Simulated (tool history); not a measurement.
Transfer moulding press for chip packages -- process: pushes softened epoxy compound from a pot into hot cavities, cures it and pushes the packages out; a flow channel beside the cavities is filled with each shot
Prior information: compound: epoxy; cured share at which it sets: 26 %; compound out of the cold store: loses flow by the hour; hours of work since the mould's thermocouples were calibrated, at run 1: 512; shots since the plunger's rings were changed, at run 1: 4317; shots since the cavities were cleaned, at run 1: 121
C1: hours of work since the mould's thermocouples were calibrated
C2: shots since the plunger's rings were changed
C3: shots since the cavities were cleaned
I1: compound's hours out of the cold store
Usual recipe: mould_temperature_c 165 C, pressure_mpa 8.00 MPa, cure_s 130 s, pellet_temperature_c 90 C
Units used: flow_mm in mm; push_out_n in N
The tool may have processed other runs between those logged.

{"run": 1, "day": 0.0, "mould_temperature_c": 165, "pressure_mpa": 8.0, "cure_s": 130, "pellet_temperature_c": 90, "C1": 512, "C2": 4317, "C3": 121, "I1": 13.6, "flow_mm": 611, "push_out_n": 707}
{"run": 2, "day": 0.508, "mould_temperature_c": 165, "pressure_mpa": 8.0, "cure_s": 130, "pellet_temperature_c": 90, "C1": 520, "C2": 4429, "C3": 233, "I1": 26.8, "flow_mm": 557, "push_out_n": 744}
{"run": 3, "day": 1.346, "mould_temperature_c": 160, "pressure_mpa": 8.0, "cure_s": 130, "pellet_temperature_c": 90, "C1": 533, "C2": 4612, "C3": 416, "I1": 21.8, "flow_mm": 596, "push_out_n": 1272}
{"run": 4, "day": 2.0, "mould_temperature_c": 165, "pressure_mpa": 8.0, "cure_s": 130, "pellet_temperature_c": 90, "C1": 543, "C2": 4756, "C3": 560, "I1": 28.2, "flow_mm": 551, "push_out_n": 907}
{"day": 2.888, "done": "cavities cleaned with cleaning compound and waxed"}
{"run": 5, "day": 2.892, "mould_temperature_c": 165, "pressure_mpa": 8.0, "cure_s": 130, "pellet_temperature_c": 90, "C1": 555, "C2": 4938, "C3": 1, "I1": 41.1, "flow_mm": 504, "push_out_n": 566}
{"run": 6, "day": 3.333, "mould_temperature_c": 165, "pressure_mpa": 8.0, "cure_s": 130, "pellet_temperature_c": 90, "C1": 562, "C2": 5035, "C3": 98, "I1": 29.1, "flow_mm": 547, "push_out_n": 671}
{"run": 7, "day": 3.85, "mould_temperature_c": 165, "pressure_mpa": 8.0, "cure_s": 130, "pellet_temperature_c": 90, "C1": 570, "C2": 5149, "C3": 212, "I1": 37.3, "flow_mm": 517, "push_out_n": 730}
{"run": 8, "day": 4.429, "mould_temperature_c": 165, "pressure_mpa": 8.0, "cure_s": 130, "pellet_temperature_c": 90, "C1": 579, "C2": 5276, "C3": 339, "I1": 28.6, "flow_mm": 546, "push_out_n": 817}
{"run": 9, "day": 5.167, "mould_temperature_c": 165, "pressure_mpa": 8.0, "cure_s": 130, "pellet_temperature_c": 90, "C1": 590, "C2": 5438, "C3": 501, "I1": 43.4, "flow_mm": 492, "push_out_n": 894}
{"run": 10, "day": 5.762, "mould_temperature_c": 165, "pressure_mpa": 8.0, "cure_s": 130, "pellet_temperature_c": 80, "C1": 599, "C2": 5569, "C3": 632, "I1": 35.8, "flow_mm": 517, "push_out_n": 958}
{"day": 6.308, "done": "cavities cleaned with cleaning compound and waxed"}
{"run": 11, "day": 6.496, "mould_temperature_c": 165, "pressure_mpa": 8.0, "cure_s": 130, "pellet_temperature_c": 80, "C1": 609, "C2": 5716, "C3": 41, "I1": 40.0, "flow_mm": 507, "push_out_n": 609}
{"run": 12, "day": 7.204, "mould_temperature_c": 165, "pressure_mpa": 8.0, "cure_s": 130, "pellet_temperature_c": 80, "C1": 620, "C2": 5871, "C3": 196, "I1": 39.5, "flow_mm": 502, "push_out_n": 728}
{"run": 13, "day": 8.075, "mould_temperature_c": 165, "pressure_mpa": 8.0, "cure_s": 130, "pellet_temperature_c": 80, "C1": 634, "C2": 6063, "C3": 388, "I1": 19.3, "flow_mm": 584, "push_out_n": 898}
{"run": 14, "day": 8.85, "mould_temperature_c": 165, "pressure_mpa": 8.0, "cure_s": 130, "pellet_temperature_c": 80, "C1": 645, "C2": 6233, "C3": 558, "I1": 40.4, "flow_mm": 495, "push_out_n": 898}
{"run": 15, "day": 9.383, "mould_temperature_c": 164, "pressure_mpa": 8.0, "cure_s": 130, "pellet_temperature_c": 80, "C1": 654, "C2": 6349, "C3": 674, "I1": 9.9, "flow_mm": 625, "push_out_n": 1070}
{"day": 9.7, "done": "cavities cleaned with cleaning compound and waxed"}
{"run": 16, "day": 10.046, "mould_temperature_c": 164, "pressure_mpa": 8.0, "cure_s": 130, "pellet_temperature_c": 80, "C1": 663, "C2": 6481, "C3": 76, "I1": 20.2, "flow_mm": 573, "push_out_n": 719}
{"run": 17, "day": 10.579, "mould_temperature_c": 164, "pressure_mpa": 8.0, "cure_s": 130, "pellet_temperature_c": 99, "C1": 671, "C2": 6599, "C3": 194, "I1": 9.8, "flow_mm": 615, "push_out_n": 783}
{"run": 18, "day": 11.042, "mould_temperature_c": 164, "pressure_mpa": 8.0, "cure_s": 130, "pellet_temperature_c": 99, "C1": 678, "C2": 6700, "C3": 295, "I1": 41.9, "flow_mm": 490, "push_out_n": 818}
{"day": 11.562, "done": "plunger's sealing rings changed"}
{"run": 19, "day": 11.825, "mould_temperature_c": 166, "pressure_mpa": 8.0, "cure_s": 155, "pellet_temperature_c": 90, "C1": 688, "C2": 58, "C3": 444, "I1": 32.5, "flow_mm": 557, "push_out_n": 688}
{"run": 20, "day": 12.8, "mould_temperature_c": 159, "pressure_mpa": 9.12, "cure_s": 130, "pellet_temperature_c": 90, "C1": 703, "C2": 272, "C3": 658, "I1": 35.3, "flow_mm": 606, "push_out_n": 1441}
{"day": 13.208, "done": "cavities cleaned with cleaning compound and waxed"}
{"run": 21, "day": 13.367, "mould_temperature_c": 159, "pressure_mpa": 9.12, "cure_s": 130, "pellet_temperature_c": 90, "C1": 711, "C2": 383, "C3": 35, "I1": 33.7, "flow_mm": 617, "push_out_n": 948}
{"run": 22, "day": 13.967, "mould_temperature_c": 161, "pressure_mpa": 9.41, "cure_s": 130, "pellet_temperature_c": 90, "C1": 720, "C2": 514, "C3": 166, "I1": 36.3, "flow_mm": 604, "push_out_n": 903}
{"run": 23, "day": 14.688, "mould_temperature_c": 160, "pressure_mpa": 8.0, "cure_s": 130, "pellet_temperature_c": 90, "C1": 731, "C2": 673, "C3": 325, "I1": 33.3, "flow_mm": 569, "push_out_n": 1179}
{"day": 14.946, "done": "mould's thermocouples calibrated"}
{"run": 24, "day": 15.646, "mould_temperature_c": 165, "pressure_mpa": 8.57, "cure_s": 130, "pellet_temperature_c": 81, "C1": 11, "C2": 865, "C3": 517, "I1": 39.1, "flow_mm": 552, "push_out_n": 876}
{"run": 25, "day": 16.312, "mould_temperature_c": 165, "pressure_mpa": 8.0, "cure_s": 134, "pellet_temperature_c": 90, "C1": 21, "C2": 1011, "C3": 663, "I1": 14.5, "flow_mm": 629, "push_out_n": 931}
{"day": 16.729, "done": "cavities cleaned with cleaning compound and waxed"}
{"run": 26, "day": 17.35, "mould_temperature_c": 168, "pressure_mpa": 8.0, "cure_s": 138, "pellet_temperature_c": 90, "C1": 36, "C2": 1225, "C3": 137, "I1": 22.8, "flow_mm": 581, "push_out_n": 595}
{"run": 27, "day": 18.112, "mould_temperature_c": 168, "pressure_mpa": 8.0, "cure_s": 138, "pellet_temperature_c": 90, "C1": 47, "C2": 1393, "C3": 305, "I1": 12.8, "flow_mm": 625, "push_out_n": 676}
{"run": 28, "day": 19.104, "mould_temperature_c": 168, "pressure_mpa": 8.0, "cure_s": 130, "pellet_temperature_c": 90, "C1": 63, "C2": 1610, "C3": 522, "I1": 28.4, "flow_mm": 556, "push_out_n": 758}

Describe how what the log doesn't record of the tool's condition differs between the last listed run preceding each entry between runs and the first listed run following it.
Run 4 -> run 5: cavities cleaned with cleaning compound and waxed (day 2.888)
  true mould temperature over the reading, C: -0.62 -> -0.63; pressure that reaches the compound, % of what is set: 90.25 -> 89.89; grip of the stained cavities, % over clean ones': 64.2 -> 2.7
  measured value less the no-hidden-state value, flow_mm: -27 -> -26 mm; push_out_n: +375 -> +32 N
Run 10 -> run 11: cavities cleaned with cleaning compound and waxed (day 6.308)
  true mould temperature over the reading, C: -0.67 -> -0.68; pressure that reaches the compound, % of what is set: 88.63 -> 88.33; grip of the stained cavities, % over clean ones': 68.5 -> 9.5
  measured value less the no-hidden-state value, flow_mm: -30 -> -30 mm; push_out_n: +409 -> +72 N
Run 15 -> run 16: cavities cleaned with cleaning compound and waxed (day 9.700)
  true mould temperature over the reading, C: -0.72 -> -0.73; pressure that reaches the compound, % of what is set: 87.07 -> 86.8; grip of the stained cavities, % over clean ones': 71.1 -> 14.2
  measured value less the no-hidden-state value, flow_mm: -42 -> -39 mm; push_out_n: +475 -> +117 N
Run 18 -> run 19: plunger's sealing rings changed (day 11.562)
  true mould temperature over the reading, C: -0.74 -> -0.75; pressure that reaches the compound, % of what is set: 86.37 -> 99.3; grip of the stained cavities, % over clean ones': 42.4 -> 56.2
  measured value less the no-hidden-state value, flow_mm: -36 -> +0 mm; push_out_n: +266 -> +253 N
Run 20 -> run 21: cavities cleaned with cleaning compound and waxed (day 13.208)
  true mould temperature over the reading, C: -0.76 -> -0.77; pressure that reaches the compound, % of what is set: 98.85 -> 98.63; grip of the stained cavities, % over clean ones': 69.2 -> 7.9
  measured value less the no-hidden-state value, flow_mm: -1 -> -1 mm; push_out_n: +641 -> +120 N
Run 23 -> run 24: mould's thermocouples calibrated (day 14.946)
  true mould temperature over the reading, C: -0.79 -> -0.27; pressure that reaches the compound, % of what is set: 98.06 -> 97.69; grip of the stained cavities, % over clean ones': 46.7 -> 62
  measured value less the no-hidden-state value, flow_mm: -3 -> -6 mm; push_out_n: +424 -> +343 N
Run 25 -> run 26: cavities cleaned with cleaning compound and waxed (day 16.729)
  true mould temperature over the reading, C: -0.28 -> -0.29; pressure that reaches the compound, % of what is set: 97.38 -> 96.96; grip of the stained cavities, % over clean ones': 69.8 -> 24.8
  measured value less the no-hidden-state value, flow_mm: -7 -> -8 mm; push_out_n: +389 -> +121 N
